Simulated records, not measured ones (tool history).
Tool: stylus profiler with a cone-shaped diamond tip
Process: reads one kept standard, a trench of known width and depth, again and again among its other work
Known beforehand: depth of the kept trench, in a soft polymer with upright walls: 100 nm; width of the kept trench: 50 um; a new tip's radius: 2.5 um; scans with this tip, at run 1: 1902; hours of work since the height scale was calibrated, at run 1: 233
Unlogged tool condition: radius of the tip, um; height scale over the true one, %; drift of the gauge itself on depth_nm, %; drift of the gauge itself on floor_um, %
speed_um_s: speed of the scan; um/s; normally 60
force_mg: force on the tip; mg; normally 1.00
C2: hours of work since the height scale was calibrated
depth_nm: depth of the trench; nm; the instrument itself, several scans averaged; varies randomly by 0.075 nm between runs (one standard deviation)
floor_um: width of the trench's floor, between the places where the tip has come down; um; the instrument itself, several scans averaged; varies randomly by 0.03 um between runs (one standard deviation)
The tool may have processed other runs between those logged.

{"run": 1, "hour": 0.0, "speed_um_s": 60, "force_mg": 1.0, "scans with this tip": 1902, "C2": 233, "depth_nm": 100.37, "floor_um": 48.13}
{"run": 2, "hour": 16.9, "speed_um_s": 60, "force_mg": 2.54, "scans with this tip": 1983, "C2": 243, "depth_nm": 100.75, "floor_um": 48.3}
{"run": 3, "hour": 33.2, "speed_um_s": 60, "force_mg": 1.33, "scans with this tip": 2062, "C2": 253, "depth_nm": 100.5, "floor_um": 48.14}
{"run": 4, "hour": 51.3, "speed_um_s": 60, "force_mg": 1.33, "scans with this tip": 2150, "C2": 264, "depth_nm": 100.4, "floor_um": 48.12}
{"run": 5, "hour": 73.7, "speed_um_s": 68, "force_mg": 1.0, "scans with this tip": 2258, "C2": 277, "depth_nm": 100.31, "floor_um": 48.04}
{"run": 6, "hour": 96.1, "speed_um_s": 60, "force_mg": 1.0, "scans with this tip": 2366, "C2": 290, "depth_nm": 100.43, "floor_um": 48.08}
{"run": 7, "hour": 112.3, "speed_um_s": 60, "force_mg": 1.0, "scans with this tip": 2444, "C2": 300, "depth_nm": 100.29, "floor_um": 48.11}
{"run": 8, "hour": 132.3, "speed_um_s": 60, "force_mg": 1.0, "scans with this tip": 2541, "C2": 312, "depth_nm": 100.49, "floor_um": 48.1}
{"run": 9, "hour": 143.9, "speed_um_s": 60, "force_mg": 1.0, "scans with this tip": 2597, "C2": 319, "depth_nm": 100.26, "floor_um": 48.04}
{"run": 10, "hour": 165.0, "speed_um_s": 60, "force_mg": 1.0, "scans with this tip": 2699, "C2": 331, "depth_nm": 100.17, "floor_um": 48.07}
{"run": 11, "hour": 176.5, "speed_um_s": 60, "force_mg": 1.0, "scans with this tip": 2755, "C2": 338, "depth_nm": 100.37, "floor_um": 48.08}
{"run": 12, "hour": 193.1, "speed_um_s": 60, "force_mg": 1.0, "scans with this tip": 2835, "C2": 348, "depth_nm": 100.3, "floor_um": 48.07}
{"run": 13, "hour": 203.8, "speed_um_s": 60, "force_mg": 1.0, "scans with this tip": 2887, "C2": 354, "depth_nm": 100.35, "floor_um": 48.09}
{"run": 14, "hour": 225.8, "speed_um_s": 60, "force_mg": 1.0, "scans with this tip": 2993, "C2": 367, "depth_nm": 100.33, "floor_um": 48.1}
{"run": 15, "hour": 240.0, "speed_um_s": 144, "force_mg": 1.0, "scans with this tip": 3062, "C2": 376, "depth_nm": 100.35, "floor_um": 47.44}
{"run": 16, "hour": 251.0, "speed_um_s": 60, "force_mg": 1.0, "scans with this tip": 3115, "C2": 382, "depth_nm": 100.3, "floor_um": 48.08}
{"run": 17, "hour": 271.8, "speed_um_s": 60, "force_mg": 0.83, "scans with this tip": 3216, "C2": 395, "depth_nm": 100.23, "floor_um": 48.04}
{"run": 18, "hour": 289.6, "speed_um_s": 60, "force_mg": 1.19, "scans with this tip": 3302, "C2": 405, "depth_nm": 100.26, "floor_um": 48.13}
{"run": 19, "hour": 306.0, "speed_um_s": 60, "force_mg": 1.19, "scans with this tip": 3381, "C2": 415, "depth_nm": 100.25, "floor_um": 48.09}
{"run": 20, "hour": 319.9, "speed_um_s": 60, "force_mg": 1.19, "scans with this tip": 3448, "C2": 423, "depth_nm": 100.37, "floor_um": 48.08}
{"run": 21, "hour": 340.6, "speed_um_s": 60, "force_mg": 1.19, "scans with this tip": 3548, "C2": 435, "depth_nm": 100.34, "floor_um": 48.14}
{"run": 22, "hour": 356.2, "speed_um_s": 60, "force_mg": 1.19, "scans with this tip": 3624, "C2": 445, "depth_nm": 100.39, "floor_um": 48.17}
{"run": 23, "hour": 371.8, "speed_um_s": 60, "force_mg": 0.48, "scans with this tip": 3699, "C2": 454, "depth_nm": 100.08, "floor_um": 47.87}
{"run": 24, "hour": 390.4, "speed_um_s": 36, "force_mg": 0.8, "scans with this tip": 3789, "C2": 465, "depth_nm": 100.19, "floor_um": 48.25}
{"run": 25, "hour": 402.2, "speed_um_s": 33, "force_mg": 0.49, "scans with this tip": 3846, "C2": 472, "depth_nm": 100.1, "floor_um": 48.22}
{"run": 26, "hour": 418.1, "speed_um_s": 76, "force_mg": 2.51, "scans with this tip": 3923, "C2": 481, "depth_nm": 100.61, "floor_um": 48.11}
{"run": 27, "hour": 432.6, "speed_um_s": 161, "force_mg": 0.55, "scans with this tip": 3993, "C2": 490, "depth_nm": 100.02, "floor_um": 46.94}
{"run": 28, "hour": 457.1, "speed_um_s": 47, "force_mg": 1.27, "scans with this tip": 4112, "C2": 505, "depth_nm": 100.32, "floor_um": 48.24}
{"run": 29, "hour": 469.4, "speed_um_s": 47, "force_mg": 1.27, "scans with this tip": 4171, "C2": 512, "depth_nm": 100.35, "floor_um": 48.21}
{"hour": 472.2, "done": "height scale calibrated on a step standard"}
{"run": 30, "hour": 492.6, "speed_um_s": 47, "force_mg": 1.27, "scans with this tip": 4281, "C2": 12, "depth_nm": 100.27, "floor_um": 48.2}
{"run": 31, "hour": 503.3, "speed_um_s": 64, "force_mg": 0.82, "scans with this tip": 4332, "C2": 18, "depth_nm": 100.16, "floor_um": 48.0}
{"hour": 519.6, "done": "height scale calibrated on a step standard, once more"}
{"run": 32, "hour": 528.7, "speed_um_s": 126, "force_mg": 0.38, "scans with this tip": 4453, "C2": 5, "depth_nm": 100.15, "floor_um": 46.98}
{"run": 33, "hour": 541.2, "speed_um_s": 126, "force_mg": 0.38, "scans with this tip": 4513, "C2": 13, "depth_nm": 100.22, "floor_um": 47.02}
{"run": 34, "hour": 566.5, "speed_um_s": 26, "force_mg": 1.0, "scans with this tip": 4636, "C2": 28, "depth_nm": 100.4, "floor_um": 48.35}
{"run": 35, "hour": 589.9, "speed_um_s": 17, "force_mg": 1.65, "scans with this tip": 4749, "C2": 42, "depth_nm": 100.53, "floor_um": 48.39}
{"run": 36, "hour": 610.1, "speed_um_s": 16, "force_mg": 1.49, "scans with this tip": 4847, "C2": 54, "depth_nm": 100.45, "floor_um": 48.41}
{"run": 37, "hour": 633.1, "speed_um_s": 16, "force_mg": 1.49, "scans with this tip": 4958, "C2": 67, "depth_nm": 100.62, "floor_um": 48.42}
{"run": 38, "hour": 644.7, "speed_um_s": 16, "force_mg": 1.49, "scans with this tip": 5014, "C2": 74, "depth_nm": 100.57, "floor_um": 48.37}
{"run": 39, "hour": 659.5, "speed_um_s": 16, "force_mg": 2.22, "scans with this tip": 5085, "C2": 83, "depth_nm": 100.72, "floor_um": 48.39}
{"run": 40, "hour": 685.8, "speed_um_s": 16, "force_mg": 2.22, "scans with this tip": 5212, "C2": 99, "depth_nm": 100.84, "floor_um": 48.39}
{"run": 41, "hour": 711.4, "speed_um_s": 16, "force_mg": 2.22, "scans with this tip": 5336, "C2": 114, "depth_nm": 100.59, "floor_um": 48.4}
{"run": 42, "hour": 722.3, "speed_um_s": 16, "force_mg": 2.22, "scans with this tip": 5389, "C2": 120, "depth_nm": 100.7, "floor_um": 48.42}
{"run": 43, "hour": 740.9, "speed_um_s": 16, "force_mg": 2.22, "scans with this tip": 5479, "C2": 131, "depth_nm": 100.68, "floor_um": 48.4}
{"run": 44, "hour": 764.7, "speed_um_s": 16, "force_mg": 2.22, "scans with this tip": 5594, "C2": 145, "depth_nm": 100.67, "floor_um": 48.41}
{"run": 45, "hour": 785.5, "speed_um_s": 130, "force_mg": 0.35, "scans with this tip": 5695, "C2": 158, "depth_nm": 99.99, "floor_um": 46.91}

Below, each run's measurement less what the same run would have read without the hidden state. Both values contain the same run-to-run variation, but the gauge's scatter may not be the same in both:
run=1 depth_nm=-0.09 floor_um=-0.04
run=2 depth_nm=-0.09 floor_um=-0.04
run=3 depth_nm=-0.09 floor_um=-0.04
run=4 depth_nm=-0.09 floor_um=-0.04
run=5 depth_nm=-0.10 floor_um=-0.05
run=6 depth_nm=-0.11 floor_um=-0.05
run=7 depth_nm=-0.11 floor_um=-0.05
run=8 depth_nm=-0.12 floor_um=-0.05
run=9 depth_nm=-0.12 floor_um=-0.05
run=10 depth_nm=-0.13 floor_um=-0.06
run=11 depth_nm=-0.13 floor_um=-0.06
run=12 depth_nm=-0.14 floor_um=-0.06
run=13 depth_nm=-0.14 floor_um=-0.06
run=14 depth_nm=-0.15 floor_um=-0.07
run=15 depth_nm=-0.15 floor_um=-0.07
run=16 depth_nm=-0.15 floor_um=-0.06
run=17 depth_nm=-0.15 floor_um=-0.06
run=18 depth_nm=-0.16 floor_um=-0.07
run=19 depth_nm=-0.17 floor_um=-0.07
run=20 depth_nm=-0.18 floor_um=-0.08
run=21 depth_nm=-0.18 floor_um=-0.07
run=22 depth_nm=-0.18 floor_um=-0.08
run=23 depth_nm=-0.19 floor_um=-0.08
run=24 depth_nm=-0.20 floor_um=-0.08
run=25 depth_nm=-0.20 floor_um=-0.08
run=26 depth_nm=-0.20 floor_um=-0.08
run=27 depth_nm=-0.20 floor_um=-0.09
run=28 depth_nm=-0.21 floor_um=-0.08
run=29 depth_nm=-0.22 floor_um=-0.09
run=30 depth_nm=-0.26 floor_um=-0.09
run=31 depth_nm=-0.26 floor_um=-0.09
run=32 depth_nm=-0.01 floor_um=-0.09
run=33 depth_nm=-0.02 floor_um=-0.09
run=34 depth_nm=-0.03 floor_um=-0.09
run=35 depth_nm=-0.03 floor_um=-0.10
run=36 depth_nm=-0.04 floor_um=-0.10
run=37 depth_nm=-0.04 floor_um=-0.11
run=38 depth_nm=-0.05 floor_um=-0.11
run=39 depth_nm=-0.05 floor_um=-0.11
run=40 depth_nm=-0.05 floor_um=-0.11
run=41 depth_nm=-0.07 floor_um=-0.11
run=42 depth_nm=-0.07 floor_um=-0.11
run=43 depth_nm=-0.07 floor_um=-0.11
run=44 depth_nm=-0.08 floor_um=-0.12
run=45 depth_nm=-0.08 floor_um=-0.11
